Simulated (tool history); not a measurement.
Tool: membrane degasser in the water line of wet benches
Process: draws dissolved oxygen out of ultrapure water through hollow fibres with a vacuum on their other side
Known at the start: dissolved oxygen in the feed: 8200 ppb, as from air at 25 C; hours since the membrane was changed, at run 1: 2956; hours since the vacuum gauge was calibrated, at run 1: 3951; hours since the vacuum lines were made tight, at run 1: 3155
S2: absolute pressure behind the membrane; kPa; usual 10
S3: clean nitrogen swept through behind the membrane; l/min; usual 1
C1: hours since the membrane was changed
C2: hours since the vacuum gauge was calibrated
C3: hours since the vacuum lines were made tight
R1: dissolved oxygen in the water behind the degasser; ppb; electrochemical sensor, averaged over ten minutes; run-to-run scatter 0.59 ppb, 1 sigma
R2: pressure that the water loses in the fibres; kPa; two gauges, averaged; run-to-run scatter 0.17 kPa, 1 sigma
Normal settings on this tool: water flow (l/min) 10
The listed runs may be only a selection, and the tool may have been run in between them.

Run 1, hour 0: usual settings; C1 2956; C2 3951; C3 3155. Result: R1 160 ppb, R2 55.64 kPa.
Run 2, hour 91.8: usual settings; C1 3047; C2 4043; C3 3246. Result: R1 160.3 ppb, R2 55.82 kPa.
Run 3, hour 213.1: usual settings; C1 3169; C2 4164; C3 3368. Result: R1 159.6 ppb, R2 55.8 kPa.
Run 4, hour 293.5: usual settings; C1 3249; C2 4244; C3 3448. Result: R1 160.3 ppb, R2 55.9 kPa.
Run 5, hour 365.1: usual settings but S3 2.54 l/min; C1 3321; C2 4316; C3 3520. Result: R1 67.5 ppb, R2 55.83 kPa.
Run 6, hour 456.1: usual settings but S3 2.54 l/min; C1 3412; C2 4407; C3 3611. Result: R1 67.7 ppb, R2 55.52 kPa.
Run 7, hour 541.6: usual settings but S3 2.54 l/min; C1 3497; C2 4493; C3 3696. Result: R1 67.3 ppb, R2 55.9 kPa.
Run 8, hour 640.1: usual settings but S3 2.54 l/min; C1 3596; C2 4591; C3 3795. Result: R1 67.3 ppb, R2 55.94 kPa.
Run 9, hour 705.5: usual settings but water flow (l/min) 8, S3 2.54 l/min; C1 3661; C2 4657; C3 3860. Result: R1 53.6 ppb, R2 44.76 kPa.
Run 10, hour 841: usual settings but water flow (l/min) 7; C1 3797; C2 4792; C3 3996. Result: R1 114.7 ppb, R2 39.2 kPa.
Run 11, hour 943.9: usual settings but S2 23.8 kPa; C1 3899; C2 4895; C3 4099. Result: R1 464.3 ppb, R2 55.82 kPa.
Run 12, hour 1060.8: usual settings but S2 23.8 kPa; C1 4016; C2 5012; C3 4215. Result: R1 465.8 ppb, R2 55.77 kPa.
Run 13, hour 1159.3: usual settings but S2 14.8 kPa, S3 1.1 l/min; C1 4115; C2 5110; C3 4314. Result: R1 246.6 ppb, R2 55.72 kPa.
Run 14, hour 1291.9: usual settings but S2 14.8 kPa, S3 1.1 l/min; C1 4247; C2 5243; C3 4447. Result: R1 248.2 ppb, R2 55.89 kPa.
Run 15, hour 1403: usual settings but water flow (l/min) 12, S2 14.8 kPa, S3 2.63 l/min; C1 4359; C2 5354; C3 4558. Result: R1 131.1 ppb, R2 67.07 kPa.
Run 16, hour 1517.8: usual settings but S3 1.87 l/min; C1 4473; C2 5469; C3 4672. Result: R1 90 ppb, R2 56.06 kPa.
Run 17, hour 1616.2: usual settings but S2 6.3 kPa, S3 0.56 l/min; C1 4572; C2 5567; C3 4771. Result: R1 125 ppb, R2 55.7 kPa.
Run 18, hour 1731.5: usual settings but S2 6.3 kPa, S3 0.56 l/min; C1 4687; C2 5682; C3 4886. Result: R1 125.1 ppb, R2 55.86 kPa.
Run 19, hour 1813.1: usual settings but S2 13 kPa, S3 0.59 l/min; C1 4769; C2 5764; C3 4968. Result: R1 365.7 ppb, R2 55.8 kPa.
Run 20, hour 1894.4: usual settings but S2 13 kPa, S3 0.59 l/min; C1 4850; C2 5845; C3 5049. Result: R1 367.5 ppb, R2 55.94 kPa.
At hour 1904.9: vacuum gauge calibrated.
Run 21, hour 2039: usual settings but water flow (l/min) 7, S2 13 kPa, S3 0.59 l/min; C1 4994; C2 134; C3 5193. Result: R1 264.1 ppb, R2 39.12 kPa.

What if the next run were any one of these 3? Each begins from the tool's condition after run 21:
Run A, hour 2156.1: usual settings but S2 13.5 kPa, S3 2.83 l/min; C1 5111; C2 251; C3 5310. Result: R1 ?, R2 ?.
Run B, hour 2156.1: usual settings but water flow (l/min) 7, S2 13 kPa, S3 1.96 l/min; C1 5111; C2 251; C3 5310. Result: R1 ?, R2 ?.
Run C, hour 2156.1: usual settings but S2 6.5 kPa; C1 5111; C2 251; C3 5310. Result: R1 ?, R2 ?.

run    R1     R2
  A    91  55.94
  B  86.4     39
  C  79.7  55.87
Without the tool's hidden state the same runs would have given:
run    R1     R2
  A    91  55.93
  B  86.4  38.99
  C  79.7  55.86

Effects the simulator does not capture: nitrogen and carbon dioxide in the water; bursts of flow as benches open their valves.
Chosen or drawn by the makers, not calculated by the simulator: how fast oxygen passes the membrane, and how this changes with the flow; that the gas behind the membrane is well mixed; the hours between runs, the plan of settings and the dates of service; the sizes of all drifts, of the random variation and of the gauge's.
